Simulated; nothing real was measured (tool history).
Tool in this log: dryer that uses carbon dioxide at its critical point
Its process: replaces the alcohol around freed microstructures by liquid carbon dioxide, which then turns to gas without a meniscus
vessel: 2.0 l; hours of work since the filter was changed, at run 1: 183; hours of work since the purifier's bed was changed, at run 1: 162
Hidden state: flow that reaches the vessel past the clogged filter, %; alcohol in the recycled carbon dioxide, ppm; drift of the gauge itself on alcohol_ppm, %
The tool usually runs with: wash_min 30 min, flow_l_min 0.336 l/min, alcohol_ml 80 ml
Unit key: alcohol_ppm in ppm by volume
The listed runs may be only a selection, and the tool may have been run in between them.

run   hour  wash_min  flow_l_min  alcohol_ml  hours of work since the filter was changed  hours of work since the purifier's bed was changed  alcohol_ppm
  1      0        30       0.336          80                                         183                                                 162          952
  2   32.8        34       0.336          80                                         199                                                 178          610
  3   56.8        44       0.336          80                                         211                                                 190          254
  4   87.1        44       0.336          80                                         225                                                 205          266
  5  117.1        30       0.334          80                                         240                                                 219         1039
  6  149.2        30       0.336          80                                         256                                                 235         1063
  7  177.5        30       0.336          80                                         269                                                 248         1046
     180.5  -- inlet filter changed
  8  205.7        30       0.336          80                                          12                                                 262          834
  9  235.4        30       0.336          80                                          27                                                 276          844
 10  253.5        30       0.336          80                                          35                                                 285          830
 11  283.2        30       0.336          80                                          50                                                 299          876
 12  310.1        30       0.336          80                                          63                                                 312          902
 13  337.5        30       0.336          80                                          76                                                 326          897
 14  361.9        30       0.336          80                                          88                                                 337          909
 15  384.5        44        0.44          27                                          99                                                 348          192
 16  402.5        44        0.44          27                                         108                                                 357          201
 17  416.6        44        0.44          27                                         114                                                 364          194
 18  432.1        20       0.336          84                                         122                                                 371         3301
 19  446.9        27       0.359         104                                         129                                                 379         1349
 20  468.3        30       0.568          96                                         140                                                 389          254
 21  500.7        30       0.568          96                                         155                                                 405          263
 22  522.2        30       0.568          96                                         166                                                 415          277
 23  552.1        22       0.398          96                                         180                                                 430         1822
 24  570.9        48       0.345          34                                         189                                                 439          249
 25  586.9        48       0.345          34                                         197                                                 446          268
 26  602.9        29       0.442          80                                         205                                                 454          510
 27    623        29       0.442          80                                         215                                                 464          532
 28  636.9        29       0.442          80                                         221                                                 471          528

5 ways to go on from here, each from the tool as it stands after run 28. What would each give?
  A  665.8        44       0.202          71                                         235                                                 485            ?
  B  665.8        44       0.233          35                                         235                                                 485            ?
  C  665.8        29       0.442          40                                         235                                                 485            ?
  D  665.8        22       0.442          80                                         235                                                 485            ?
  E  665.8        30       0.319          80                                         235                                                 485            ?

run  alcohol_ppm
  A         1597
  B          639
  C          400
  D         1199
  E         1282
Stripped of hidden state, with their random variation kept, the same runs would have yielded:
run  alcohol_ppm
  A         1060
  B          298
  C          104
  D          720
  E          797
